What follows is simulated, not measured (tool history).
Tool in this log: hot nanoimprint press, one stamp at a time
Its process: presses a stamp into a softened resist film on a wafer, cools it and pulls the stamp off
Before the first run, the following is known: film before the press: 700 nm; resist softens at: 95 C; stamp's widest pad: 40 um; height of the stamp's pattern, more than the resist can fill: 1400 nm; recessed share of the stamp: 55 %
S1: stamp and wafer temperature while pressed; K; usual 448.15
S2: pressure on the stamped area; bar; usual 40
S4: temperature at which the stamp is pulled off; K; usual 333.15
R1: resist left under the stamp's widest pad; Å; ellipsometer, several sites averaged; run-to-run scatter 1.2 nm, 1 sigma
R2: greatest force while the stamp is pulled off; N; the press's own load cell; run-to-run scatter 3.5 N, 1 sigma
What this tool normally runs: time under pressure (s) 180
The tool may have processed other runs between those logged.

run 1 hour=0 | S1=448.15 S2=40 time_under_pressure_(s)=180 S4=333.15 | R1=3055 R2=198
run 2 hour=8.2 | S1=448.15 S2=40 time_under_pressure_(s)=180 S4=333.15 | R1=3035 R2=194
run 3 hour=12.1 | S1=448.15 S2=40 time_under_pressure_(s)=180 S4=333.15 | R1=3051 R2=203
run 4 hour=20.4 | S1=448.15 S2=40 time_under_pressure_(s)=180 S4=333.15 | R1=3050 R2=198
run 5 hour=26.2 | S1=448.15 S2=40 time_under_pressure_(s)=180 S4=333.15 | R1=3042 R2=203
run 6 hour=30.6 | S1=448.15 S2=40 time_under_pressure_(s)=180 S4=333.15 | R1=3031 R2=200
run 7 hour=37 | S1=448.15 S2=40 time_under_pressure_(s)=180 S4=333.15 | R1=3053 R2=194
-- hour=43.1 plate thermocouple calibrated
run 8 hour=44.1 | S1=448.15 S2=40 time_under_pressure_(s)=180 S4=333.15 | R1=3191 R2=212
run 9 hour=50.9 | S1=448.15 S2=40 time_under_pressure_(s)=180 S4=333.15 | R1=3154 R2=215
run 10 hour=57.7 | S1=438.15 S2=40 time_under_pressure_(s)=180 S4=333.15 | R1=4370 R2=205
run 11 hour=66.6 | S1=438.15 S2=40 time_under_pressure_(s)=180 S4=333.15 | R1=4393 R2=204
run 12 hour=75.3 | S1=448.15 S2=40 time_under_pressure_(s)=180 S4=333.15 | R1=3151 R2=209
run 13 hour=83.4 | S1=448.15 S2=40 time_under_pressure_(s)=180 S4=333.15 | R1=3140 R2=211
run 14 hour=90.6 | S1=448.15 S2=40 time_under_pressure_(s)=180 S4=333.15 | R1=3166 R2=201
run 15 hour=95.9 | S1=448.15 S2=40 time_under_pressure_(s)=180 S4=336.15 | R1=3144 R2=203
run 16 hour=102 | S1=448.15 S2=40 time_under_pressure_(s)=180 S4=336.15 | R1=3144 R2=196
run 17 hour=110.7 | S1=448.15 S2=40 time_under_pressure_(s)=180 S4=332.15 | R1=3143 R2=209
run 18 hour=115.6 | S1=448.15 S2=26.4 time_under_pressure_(s)=180 S4=332.15 | R1=3812 R2=228
run 19 hour=121.6 | S1=448.15 S2=26.4 time_under_pressure_(s)=180 S4=332.15 | R1=3822 R2=223
run 20 hour=126.3 | S1=448.15 S2=26.4 time_under_pressure_(s)=180 S4=332.15 | R1=3824 R2=220
run 21 hour=134.4 | S1=454.15 S2=61.9 time_under_pressure_(s)=180 S4=339.15 | R1=2038 R2=178
run 22 hour=142.9 | S1=443.15 S2=61.9 time_under_pressure_(s)=180 S4=324.15 | R1=2997 R2=263
run 23 hour=150.3 | S1=450.15 S2=28 time_under_pressure_(s)=99 S4=324.15 | R1=4233 R2=260
run 24 hour=155.9 | S1=450.15 S2=28 time_under_pressure_(s)=99 S4=324.15 | R1=4257 R2=270
run 25 hour=160.3 | S1=451.15 S2=45.2 time_under_pressure_(s)=282 S4=324.15 | R1=2248 R2=268
run 26 hour=167.4 | S1=451.15 S2=45.2 time_under_pressure_(s)=282 S4=324.15 | R1=2237 R2=267
run 27 hour=176.1 | S1=451.15 S2=45.2 time_under_pressure_(s)=282 S4=324.15 | R1=2244 R2=260
run 28 hour=183.2 | S1=451.15 S2=45.2 time_under_pressure_(s)=282 S4=324.15 | R1=2250 R2=277
run 29 hour=189.7 | S1=451.15 S2=30.3 time_under_pressure_(s)=92 S4=332.15 | R1=4047 R2=223

Each row is a separate what-if for the run after 29, all from the same tool condition, not one after another. Results?
run A hour=197.1 | S1=451.15 S2=32.1 time_under_pressure_(s)=92 S4=329.15 | R1=? R2=?
run B hour=197.1 | S1=440.15 S2=40 time_under_pressure_(s)=104 S4=333.15 | R1=? R2=?
run C hour=197.1 | S1=451.15 S2=27.1 time_under_pressure_(s)=92 S4=331.15 | R1=? R2=?
run D hour=197.1 | S1=451.15 S2=30.3 time_under_pressure_(s)=160 S4=332.15 | R1=? R2=?

run=A R1=3952 R2=241
run=B R1=4727 R2=217
run=C R1=4249 R2=233
run=D R1=3390 R2=228
With the hidden condition removed and each run's random variation left untouched, the same runs would have given:
run=A R1=3993 R2=187
run=B R1=4775 R2=168
run=C R1=4293 R2=181
run=D R1=3430 R2=177
